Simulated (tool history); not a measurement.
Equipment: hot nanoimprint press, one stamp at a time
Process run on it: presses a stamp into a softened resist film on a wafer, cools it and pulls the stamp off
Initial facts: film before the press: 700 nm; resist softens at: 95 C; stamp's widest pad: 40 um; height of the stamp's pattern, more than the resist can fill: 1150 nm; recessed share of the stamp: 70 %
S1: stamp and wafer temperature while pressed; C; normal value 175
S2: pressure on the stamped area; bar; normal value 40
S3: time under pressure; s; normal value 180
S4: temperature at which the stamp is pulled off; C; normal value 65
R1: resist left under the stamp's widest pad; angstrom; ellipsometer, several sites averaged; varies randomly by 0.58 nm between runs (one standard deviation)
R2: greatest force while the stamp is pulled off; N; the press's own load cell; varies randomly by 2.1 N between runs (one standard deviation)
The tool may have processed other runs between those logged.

{"run": 1, "hour": 0.0, "S1": 175, "S2": 40, "S3": 180, "S4": 65, "R1": 3607, "R2": 214}
{"run": 2, "hour": 7.7, "S1": 175, "S2": 60.9, "S3": 180, "S4": 65, "R1": 3032, "R2": 219}
{"run": 3, "hour": 20.2, "S1": 175, "S2": 60.9, "S3": 180, "S4": 65, "R1": 3021, "R2": 218}
{"run": 4, "hour": 29.1, "S1": 175, "S2": 60.9, "S3": 180, "S4": 65, "R1": 3041, "R2": 214}
{"run": 5, "hour": 44.7, "S1": 175, "S2": 60.9, "S3": 180, "S4": 65, "R1": 3030, "R2": 216}
{"run": 6, "hour": 62.1, "S1": 175, "S2": 60.9, "S3": 180, "S4": 65, "R1": 3031, "R2": 215}
{"run": 7, "hour": 79.5, "S1": 175, "S2": 60.9, "S3": 180, "S4": 65, "R1": 3023, "R2": 214}
{"run": 8, "hour": 96.2, "S1": 175, "S2": 60.9, "S3": 180, "S4": 65, "R1": 3036, "R2": 214}
{"run": 9, "hour": 105.7, "S1": 175, "S2": 60.9, "S3": 180, "S4": 65, "R1": 3037, "R2": 215}
{"run": 10, "hour": 116.4, "S1": 175, "S2": 40, "S3": 180, "S4": 65, "R1": 3616, "R2": 215}
{"run": 11, "hour": 130.6, "S1": 175, "S2": 40, "S3": 355, "S4": 65, "R1": 2786, "R2": 216}
{"run": 12, "hour": 142.7, "S1": 175, "S2": 26.7, "S3": 355, "S4": 65, "R1": 3348, "R2": 219}
{"run": 13, "hour": 151.5, "S1": 175, "S2": 40, "S3": 180, "S4": 57, "R1": 3607, "R2": 266}
{"run": 14, "hour": 159.0, "S1": 175, "S2": 40, "S3": 180, "S4": 57, "R1": 3616, "R2": 268}
{"run": 15, "hour": 169.8, "S1": 175, "S2": 40, "S3": 180, "S4": 57, "R1": 3623, "R2": 266}
{"run": 16, "hour": 181.6, "S1": 175, "S2": 47.1, "S3": 180, "S4": 57, "R1": 3380, "R2": 263}
{"hour": 185.6, "done": "plate thermocouple calibrated"}
{"run": 17, "hour": 200.0, "S1": 175, "S2": 47.1, "S3": 180, "S4": 57, "R1": 3382, "R2": 264}
{"run": 18, "hour": 216.7, "S1": 175, "S2": 47.1, "S3": 180, "S4": 57, "R1": 3390, "R2": 264}
{"run": 19, "hour": 226.9, "S1": 175, "S2": 32.9, "S3": 180, "S4": 52, "R1": 3893, "R2": 296}
{"run": 20, "hour": 243.6, "S1": 175, "S2": 32.9, "S3": 180, "S4": 52, "R1": 3898, "R2": 296}
{"run": 21, "hour": 260.0, "S1": 185, "S2": 51.8, "S3": 127, "S4": 58, "R1": 2468, "R2": 260}
{"run": 22, "hour": 270.4, "S1": 185, "S2": 40.4, "S3": 120, "S4": 69, "R1": 2827, "R2": 195}
{"run": 23, "hour": 285.0, "S1": 185, "S2": 40.4, "S3": 120, "S4": 69, "R1": 2827, "R2": 192}
{"run": 24, "hour": 297.6, "S1": 184, "S2": 28.3, "S3": 345, "S4": 58, "R1": 2246, "R2": 258}
{"run": 25, "hour": 308.6, "S1": 184, "S2": 28.3, "S3": 345, "S4": 58, "R1": 2246, "R2": 260}
{"run": 26, "hour": 322.4, "S1": 175, "S2": 24.5, "S3": 158, "S4": 65, "R1": 4502, "R2": 221}
{"run": 27, "hour": 338.3, "S1": 175, "S2": 24.5, "S3": 158, "S4": 65, "R1": 4509, "R2": 216}
{"run": 28, "hour": 351.6, "S1": 180, "S2": 29.1, "S3": 116, "S4": 53, "R1": 3956, "R2": 287}
{"run": 29, "hour": 363.1, "S1": 180, "S2": 29.1, "S3": 116, "S4": 53, "R1": 3958, "R2": 292}

Alternative continuations, all from the tool just after run 29; predict every row:
{"run": "A", "hour": 370.6, "S1": 175, "S2": 30.7, "S3": 116, "S4": 65, "R1": "?", "R2": "?"}
{"run": "B", "hour": 370.6, "S1": 175, "S2": 40, "S3": 180, "S4": 68, "R1": "?", "R2": "?"}
{"run": "C", "hour": 370.6, "S1": 180, "S2": 29.1, "S3": 116, "S4": 60, "R1": "?", "R2": "?"}
{"run": "D", "hour": 370.6, "S1": 175, "S2": 40, "S3": 180, "S4": 54, "R1": "?", "R2": "?"}
{"run": "E", "hour": 370.6, "S1": 175, "S2": 58.3, "S3": 288, "S4": 64, "R1": "?", "R2": "?"}

run=A R1=4573 R2=215
run=B R1=3624 R2=198
run=C R1=3947 R2=249
run=D R1=3607 R2=287
run=E R1=2563 R2=222
Had the tool no hidden state, the same runs would have come out as:
run=A R1=4573 R2=214
run=B R1=3623 R2=197
run=C R1=3947 R2=249
run=D R1=3606 R2=287
run=E R1=2563 R2=221

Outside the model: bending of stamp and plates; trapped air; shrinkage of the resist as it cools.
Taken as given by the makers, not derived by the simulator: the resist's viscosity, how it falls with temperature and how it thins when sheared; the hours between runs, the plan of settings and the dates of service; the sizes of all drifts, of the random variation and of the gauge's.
